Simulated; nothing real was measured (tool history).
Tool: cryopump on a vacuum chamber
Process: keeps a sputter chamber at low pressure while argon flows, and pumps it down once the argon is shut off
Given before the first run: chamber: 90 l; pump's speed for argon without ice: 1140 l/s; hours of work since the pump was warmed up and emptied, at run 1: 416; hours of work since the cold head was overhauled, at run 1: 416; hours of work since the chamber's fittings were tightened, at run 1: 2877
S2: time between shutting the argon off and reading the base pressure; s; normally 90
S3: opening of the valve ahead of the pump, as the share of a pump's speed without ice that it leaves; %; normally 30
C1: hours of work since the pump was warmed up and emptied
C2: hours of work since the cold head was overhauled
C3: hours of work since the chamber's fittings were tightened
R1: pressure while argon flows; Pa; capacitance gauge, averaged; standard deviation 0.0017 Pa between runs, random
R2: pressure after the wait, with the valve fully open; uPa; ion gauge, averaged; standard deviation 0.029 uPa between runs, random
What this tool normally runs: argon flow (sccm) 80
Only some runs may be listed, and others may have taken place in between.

Run 1, hour 0.0: usual settings; C1 416; C2 416; C3 2877. Result: R1 0.4071 Pa, R2 2.56 uPa.
Run 2, hour 19.1: usual settings but argon flow (sccm) 53; C1 427; C2 427; C3 2889. Result: R1 0.2697 Pa, R2 2.62 uPa.
Run 3, hour 34.6: usual settings; C1 437; C2 437; C3 2898. Result: R1 0.4122 Pa, R2 2.51 uPa.
Run 4, hour 48.2: usual settings; C1 445; C2 445; C3 2907. Result: R1 0.4128 Pa, R2 2.54 uPa.
Run 5, hour 60.3: usual settings but S3 17 %; C1 452; C2 452; C3 2914. Result: R1 0.7116 Pa, R2 2.50 uPa.
Run 6, hour 71.9: usual settings but S3 17 %; C1 459; C2 459; C3 2921. Result: R1 0.7137 Pa, R2 2.51 uPa.
Run 7, hour 93.5: usual settings but S3 17 %; C1 472; C2 472; C3 2934. Result: R1 0.7151 Pa, R2 2.61 uPa.
Run 8, hour 115.7: usual settings; C1 485; C2 485; C3 2947. Result: R1 0.4109 Pa, R2 2.50 uPa.
Run 9, hour 137.6: usual settings; C1 499; C2 499; C3 2960. Result: R1 0.4142 Pa, R2 2.57 uPa.
Run 10, hour 160.7: usual settings; C1 513; C2 513; C3 2974. Result: R1 0.4119 Pa, R2 2.62 uPa.
Run 11, hour 181.2: usual settings; C1 525; C2 525; C3 2987. Result: R1 0.4157 Pa, R2 2.61 uPa.
Run 12, hour 203.7: usual settings; C1 538; C2 538; C3 3000. Result: R1 0.4149 Pa, R2 2.66 uPa.
Run 13, hour 226.8: usual settings; C1 552; C2 552; C3 3014. Result: R1 0.4137 Pa, R2 2.66 uPa.
Run 14, hour 247.9: usual settings; C1 565; C2 565; C3 3027. Result: R1 0.4141 Pa, R2 2.64 uPa.
Run 15, hour 274.6: usual settings but S2 158 s, S3 25 %; C1 581; C2 581; C3 3043. Result: R1 0.4952 Pa, R2 2.15 uPa.
Run 16, hour 301.7: usual settings but argon flow (sccm) 46, S2 33 s; C1 597; C2 597; C3 3059. Result: R1 0.2404 Pa, R2 4.67 uPa.
Run 17, hour 327.3: usual settings but argon flow (sccm) 155, S2 55 s, S3 19 %; C1 613; C2 613; C3 3075. Result: R1 1.2462 Pa, R2 3.32 uPa.
Run 18, hour 343.1: usual settings but argon flow (sccm) 81, S2 133 s; C1 622; C2 622; C3 3084. Result: R1 0.4236 Pa, R2 2.35 uPa.

Run 19 comes next. What will it give?
Run 19, hour 357.0: usual settings but argon flow (sccm) 62, S2 230 s, S3 42 %; C1 631; C2 631; C3 3092. Result: R1 ?, R2 ?.

R1: 0.2368 Pa
R2: 2.01 uPa
Were there no unlogged condition in the tool, this run, its random variation unchanged, would have produced R1 0.2185 Pa, R2 0.75 uPa.

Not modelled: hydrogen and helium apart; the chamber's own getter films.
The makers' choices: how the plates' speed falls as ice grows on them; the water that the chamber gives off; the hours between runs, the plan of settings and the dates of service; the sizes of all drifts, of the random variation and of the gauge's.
